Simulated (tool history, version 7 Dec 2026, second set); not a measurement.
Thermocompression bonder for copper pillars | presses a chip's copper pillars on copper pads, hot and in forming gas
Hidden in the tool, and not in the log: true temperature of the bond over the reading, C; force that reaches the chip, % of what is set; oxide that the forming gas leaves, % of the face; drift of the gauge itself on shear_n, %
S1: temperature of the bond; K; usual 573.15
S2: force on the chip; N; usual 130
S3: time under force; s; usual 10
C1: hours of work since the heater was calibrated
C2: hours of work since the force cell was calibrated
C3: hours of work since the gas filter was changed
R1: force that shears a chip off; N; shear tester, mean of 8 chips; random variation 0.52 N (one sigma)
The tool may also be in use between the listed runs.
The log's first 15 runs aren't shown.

| run | hour | S1 | S2 | S3 | C1 | C2 | C3 | R1 |
|---|---|---|---|---|---|---|---|---|
| 16 | 196.2 | 595.15 | 130 | 7 | 356 | 471 | 68 | 40.2 |
| 17 | 206.7 | 595.15 | 130 | 7 | 361 | 476 | 73 | 40.4 |
| 18 | 220.0 | 573.15 | 91 | 10 | 367 | 482 | 79 | 24.1 |
| 19 | 228.1 | 573.15 | 91 | 10 | 371 | 486 | 83 | 23.6 |
| 20 | 235.3 | 573.15 | 91 | 10 | 374 | 490 | 86 | 23.1 |
| 21 | 251.1 | 573.15 | 91 | 10 | 382 | 497 | 94 | 23.7 |
| 22 | 261.8 | 573.15 | 152 | 18 | 387 | 502 | 99 | 52.2 |
| 23 | 271.5 | 575.15 | 191 | 6 | 391 | 507 | 103 | 45.9 |
| 24 | 287.6 | 580.15 | 93 | 10 | 399 | 514 | 111 | 24.8 |
| 25 | 302.2 | 597.15 | 107 | 18 | 406 | 521 | 118 | 46.5 |
| 26 | 317.0 | 597.15 | 107 | 18 | 413 | 528 | 125 | 45.3 |
| 27 | 330.7 | 602.15 | 107 | 18 | 419 | 535 | 131 | 49.1 |
| 28 | 344.0 | 602.15 | 107 | 18 | 425 | 541 | 138 | 48.2 |
| 29 | 357.5 | 573.15 | 175 | 14 | 432 | 547 | 144 | 54.2 |
|  | 362.3 | forming gas filter changed |
| 30 | 370.2 | 560.15 | 86 | 14 | 438 | 553 | 4 | 22.9 |
| 31 | 383.0 | 556.15 | 130 | 20 | 444 | 559 | 10 | 41.1 |
| 32 | 396.8 | 573.15 | 107 | 10 | 450 | 565 | 16 | 30.3 |
| 33 | 405.9 | 573.15 | 107 | 10 | 454 | 570 | 21 | 30.0 |
| 34 | 413.3 | 573.15 | 107 | 10 | 458 | 573 | 24 | 29.5 |
| 35 | 421.2 | 573.15 | 122 | 10 | 462 | 577 | 28 | 35.1 |
| 36 | 437.8 | 573.15 | 122 | 10 | 469 | 585 | 36 | 35.7 |
| 37 | 453.8 | 593.15 | 130 | 23 | 477 | 592 | 43 | 61.4 |
| 38 | 468.5 | 593.15 | 130 | 23 | 484 | 599 | 50 | 61.0 |
| 39 | 477.2 | 573.15 | 130 | 15 | 488 | 603 | 54 | 42.9 |
| 40 | 489.0 | 590.15 | 130 | 19 | 494 | 609 | 60 | 54.7 |

4 ways to go on from here, each from the tool as it stands after run 40. What would each give?
| A | 505.3 | 585.15 | 130 | 9 | 501 | 617 | 67 | ? |
| B | 505.3 | 573.15 | 138 | 10 | 501 | 617 | 67 | ? |
| C | 505.3 | 597.15 | 177 | 16 | 501 | 617 | 67 | ? |
| D | 505.3 | 563.15 | 132 | 6 | 501 | 617 | 67 | ? |

| run | R1 |
|---|---|
| A | 40.5 |
| B | 38.6 |
| C | 72.1 |
| D | 27.0 |
Without the tool's hidden state the same runs would have given:
| run | R1 |
|---|---|
| A | 42.0 |
| B | 40.2 |
| C | 74.7 |
| D | 28.2 |

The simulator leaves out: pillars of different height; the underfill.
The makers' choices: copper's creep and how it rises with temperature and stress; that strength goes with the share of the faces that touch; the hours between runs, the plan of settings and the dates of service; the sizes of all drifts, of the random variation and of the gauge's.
